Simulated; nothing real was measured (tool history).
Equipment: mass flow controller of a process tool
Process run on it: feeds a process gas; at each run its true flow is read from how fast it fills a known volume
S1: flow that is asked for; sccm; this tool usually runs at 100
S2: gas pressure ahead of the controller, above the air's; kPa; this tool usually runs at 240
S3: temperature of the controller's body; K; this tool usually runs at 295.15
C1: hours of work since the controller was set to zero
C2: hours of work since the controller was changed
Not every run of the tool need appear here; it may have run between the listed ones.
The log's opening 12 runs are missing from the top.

{"run": 13, "hour": 877.1, "S1": 100, "S2": 246, "S3": 295.15, "C1": 2306, "C2": 2306, "true flow (%)": 99.39}
{"hour": 888.4, "done": "controller's zero set anew"}
{"run": 14, "hour": 935.8, "S1": 100, "S2": 151, "S3": 295.15, "C1": 36, "C2": 2350, "true flow (%)": 99.72}
{"run": 15, "hour": 1045.1, "S1": 100, "S2": 151, "S3": 295.15, "C1": 119, "C2": 2433, "true flow (%)": 99.67}
{"run": 16, "hour": 1155.5, "S1": 100, "S2": 151, "S3": 295.15, "C1": 203, "C2": 2517, "true flow (%)": 99.65}
{"run": 17, "hour": 1214.8, "S1": 100, "S2": 240, "S3": 310.15, "C1": 248, "C2": 2562, "true flow (%)": 97.37}
{"run": 18, "hour": 1301.5, "S1": 100, "S2": 240, "S3": 310.15, "C1": 314, "C2": 2628, "true flow (%)": 97.26}
{"run": 19, "hour": 1408.0, "S1": 100, "S2": 240, "S3": 310.15, "C1": 395, "C2": 2709, "true flow (%)": 97.3}
{"run": 20, "hour": 1522.8, "S1": 100, "S2": 240, "S3": 310.15, "C1": 483, "C2": 2797, "true flow (%)": 97.31}
{"hour": 1549.9, "done": "controller's zero set anew, once more"}
{"run": 21, "hour": 1623.6, "S1": 100, "S2": 240, "S3": 302.15, "C1": 56, "C2": 2873, "true flow (%)": 99.64}
{"run": 22, "hour": 1706.0, "S1": 128, "S2": 240, "S3": 295.15, "C1": 119, "C2": 2936, "true flow (%)": 101.02}
{"run": 23, "hour": 1788.8, "S1": 100, "S2": 240, "S3": 295.15, "C1": 182, "C2": 2999, "true flow (%)": 100.47}
{"run": 24, "hour": 1843.3, "S1": 100, "S2": 240, "S3": 295.15, "C1": 223, "C2": 3040, "true flow (%)": 100.55}
{"run": 25, "hour": 1916.8, "S1": 100, "S2": 229, "S3": 295.15, "C1": 279, "C2": 3096, "true flow (%)": 100.55}
{"run": 26, "hour": 1978.8, "S1": 26, "S2": 252, "S3": 295.15, "C1": 326, "C2": 3143, "true flow (%)": 99.11}
{"run": 27, "hour": 2084.0, "S1": 26, "S2": 172, "S3": 305.15, "C1": 407, "C2": 3223, "true flow (%)": 98.64}
{"run": 28, "hour": 2175.8, "S1": 23, "S2": 215, "S3": 298.15, "C1": 476, "C2": 3293, "true flow (%)": 98.83}
{"run": 29, "hour": 2242.2, "S1": 128, "S2": 224, "S3": 309.15, "C1": 527, "C2": 3344, "true flow (%)": 99.61}
{"run": 30, "hour": 2354.4, "S1": 49, "S2": 244, "S3": 297.15, "C1": 612, "C2": 3429, "true flow (%)": 99.45}
{"run": 31, "hour": 2470.1, "S1": 49, "S2": 244, "S3": 297.15, "C1": 700, "C2": 3517, "true flow (%)": 99.58}
{"run": 32, "hour": 2578.6, "S1": 49, "S2": 244, "S3": 297.15, "C1": 783, "C2": 3600, "true flow (%)": 99.57}
{"run": 33, "hour": 2628.5, "S1": 49, "S2": 244, "S3": 297.15, "C1": 821, "C2": 3638, "true flow (%)": 99.38}

Run 34 is up next; what results do you expect?
{"run": 34, "hour": 2728.9, "S1": 49, "S2": 240, "S3": 295.15, "C1": 897, "C2": 3714, "true flow (%)": "?"}

{"run 34": {"true flow (%)": 99.69}}
Had the tool carried no hidden state, the very same run would have given true flow (%) 98.05.
